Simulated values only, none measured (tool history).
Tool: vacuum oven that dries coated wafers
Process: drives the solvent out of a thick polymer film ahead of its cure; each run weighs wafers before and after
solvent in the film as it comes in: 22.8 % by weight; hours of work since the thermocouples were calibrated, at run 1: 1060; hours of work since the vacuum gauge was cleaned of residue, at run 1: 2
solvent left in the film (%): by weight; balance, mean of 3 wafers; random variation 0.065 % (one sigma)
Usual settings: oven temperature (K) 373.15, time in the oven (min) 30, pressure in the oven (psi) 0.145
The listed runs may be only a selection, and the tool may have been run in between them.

run      day  oven temperature (K)  time in the oven (min)  pressure in the oven (psi)  hours of work since the thermocouples were calibrated  hours of work since the vacuum gauge was cleaned of residue  solvent left in the film (%)
  1    0.000                373.15                      30                       0.145                                                   1060                                                            2                          3.44
  2    1.546                373.15                      30                       0.145                                                   1088                                                           30                          3.51
  3    4.871                373.15                      30                       0.145                                                   1149                                                           91                          3.57
  4    6.692                373.15                      30                       0.145                                                   1183                                                          125                          3.25
  5   10.054                373.15                      33                       0.145                                                   1245                                                          187                          2.93
  6   12.688                373.15                      33                       0.145                                                   1293                                                          235                          2.91
  7   14.083                373.15                      33                       0.145                                                   1319                                                          261                          2.89
  8   16.500                373.15                      30                       0.110                                                   1363                                                          305                          3.25
  9   18.383                373.15                      30                       0.110                                                   1398                                                          340                          3.12
 10   20.788                373.15                      30                       0.145                                                   1442                                                          384                          3.19
      21.900  -- oven's thermocouples calibrated
 11   23.938                373.15                      30                       0.145                                                     37                                                          440                          4.22
 12   26.925                373.15                      30                       0.468                                                     92                                                          495                          5.73
 13   29.829                373.15                      30                       0.468                                                    146                                                          549                          5.53
 14   32.888                373.15                      30                       0.468                                                    202                                                          605                          5.63
 15   35.038                373.15                      22                       0.145                                                    241                                                          644                          6.08
 16   37.225                381.15                      30                       0.145                                                    282                                                          685                          1.92
 17   40.033                381.15                      30                       0.145                                                    333                                                          736                          1.94
 18   43.508                381.15                      30                       0.145                                                    397                                                          800                          1.89
 19   46.562                373.15                      23                       0.145                                                    453                                                          856                          5.60
 20   49.442                386.15                      30                       0.145                                                    506                                                          909                          1.03
 21   51.325                384.15                      30                       0.145                                                    541                                                          944                          1.35
 22   54.050                374.15                      30                       0.145                                                    591                                                          994                          3.78
 23   57.275                374.15                      30                       0.145                                                    650                                                         1053                          3.76
 24   58.942                374.15                      30                       0.142                                                    681                                                         1084                          3.67
 25   60.388                362.15                      24                       0.125                                                    707                                                         1110                          9.65
 26   61.883                374.15                      33                       0.145                                                    735                                                         1138                          3.23
 27   64.696                374.15                      33                       0.145                                                    786                                                         1189                          3.09
 28   67.104                387.15                      15                       0.408                                                    831                                                         1234                          3.82
 29   69.250                373.15                      22                       0.145                                                    870                                                         1273                          5.64
 30   71.704                373.15                      39                       0.104                                                    915                                                         1318                          2.41
      72.008  -- vacuum gauge cleaned of residue and calibrated
 31   74.679                373.15                      39                       0.104                                                    969                                                           49                          2.26
 32   76.629                373.15                      39                       0.104                                                   1005                                                           85                          2.33
 33   79.792                367.15                      45                       0.104                                                   1063                                                          143                          3.33
 34   82.092                364.15                      34                       0.083                                                   1105                                                          185                          6.08
 35   83.938                364.15                      34                       0.083                                                   1139                                                          219                          5.90
 36   86.938                379.15                      22                       0.425                                                   1194                                                          274                          4.28
 37   89.162                386.15                      49                       0.447                                                   1235                                                          315                          1.49
 38   91.758                380.15                      22                       0.145                                                   1283                                                          363                          3.10
 39   94.779                373.15                      52                       0.178                                                   1338                                                          418                          1.59
 40   96.833                382.15                      26                       0.074                                                   1376                                                          456                          1.49
 41   99.904                373.15                      18                       0.257                                                   1432                                                          513                          7.02
     101.592  -- oven's thermocouples calibrated
 42  102.988                385.15                      23                       0.175                                                     26                                                          568                          2.12
 43  105.354                375.15                      30                       0.145                                                     69                                                          611                          3.42
 44  107.267                364.15                      30                       0.131                                                    104                                                          646                          7.49
 45  108.896                382.15                      17                       0.294                                                    134                                                          676                          4.94
 46  111.300                382.15                      17                       0.294                                                    178                                                          721                          4.76
 47  114.729                377.15                      17                       0.116                                                    241                                                          784                          6.11

What if the next run were any one of these 3? Each begins from the tool's condition after run 47:
  A  116.600                378.15                      38                       0.116                                                    276                                                          818                             ?
  B  116.600                362.15                      27                       0.073                                                    276                                                          818                             ?
  C  116.600                377.15                      25                       0.116                                                    276                                                          818                             ?

run  solvent left in the film (%)
  A                          1.59
  B                          8.59
  C                          3.62
Had the tool no hidden state, the same runs would have come out as:
run  solvent left in the film (%)
  A                          1.63
  B                          8.75
  C                          3.75
